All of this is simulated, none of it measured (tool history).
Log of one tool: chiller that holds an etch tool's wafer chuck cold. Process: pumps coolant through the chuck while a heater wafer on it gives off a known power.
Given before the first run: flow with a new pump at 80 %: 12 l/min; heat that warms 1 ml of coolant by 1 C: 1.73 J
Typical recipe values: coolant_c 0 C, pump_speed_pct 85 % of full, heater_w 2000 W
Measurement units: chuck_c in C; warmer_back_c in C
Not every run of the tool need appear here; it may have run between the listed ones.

run	hour	coolant_c	pump_speed_pct	heater_w	chuck_c	warmer_back_c
1	0	0	85	2000	14.3	5.62
2	66.5	0	85	2000	14.4	5.56
3	112.2	0	85	2000	14.3	5.59
4	143.9	0	85	2000	14.6	5.59
5	220	0	85	2000	14.4	5.6
6	277.7	1	85	2000	15.5	5.57
7	328.2	1	85	2000	15.4	5.59
8	359.3	1	85	2000	15.6	5.54
9	414	1	85	2000	15.5	5.6
10	455.2	1	85	2000	15.4	5.61
11	521.7	1	97	2000	14.4	4.92
12	579.7	9	97	2000	22.4	4.88
13	640.5	9	97	2000	22.3	4.96
14	708.9	7	67	1330	18.3	4.76
15	756.4	6	85	2991	28.1	8.33
16	800.9	4	96	1809	16.3	4.5
17	866.6	-6	79	1317	4.1	3.99
18	939	-6	64	2383	15.4	8.87
19	981.4	3	85	2000	17.7	5.55
20	1045.5	3	85	2000	17.9	5.66
21	1105.5	-3	85	2000	11.8	5.68
22	1148.8	-3	85	2000	11.9	5.67
23	1196.7	-3	85	2000	12	5.65

Run 24 has not been measured yet. What should we expect?
24	1263.4	1	82	1086	?	?

Run 24 yielded chuck_c 9.2 C, warmer_back_c 3.19 C.
Minus the tool's unlogged condition, the same run would have read chuck_c 7.7 C, warmer_back_c 3.08 C.
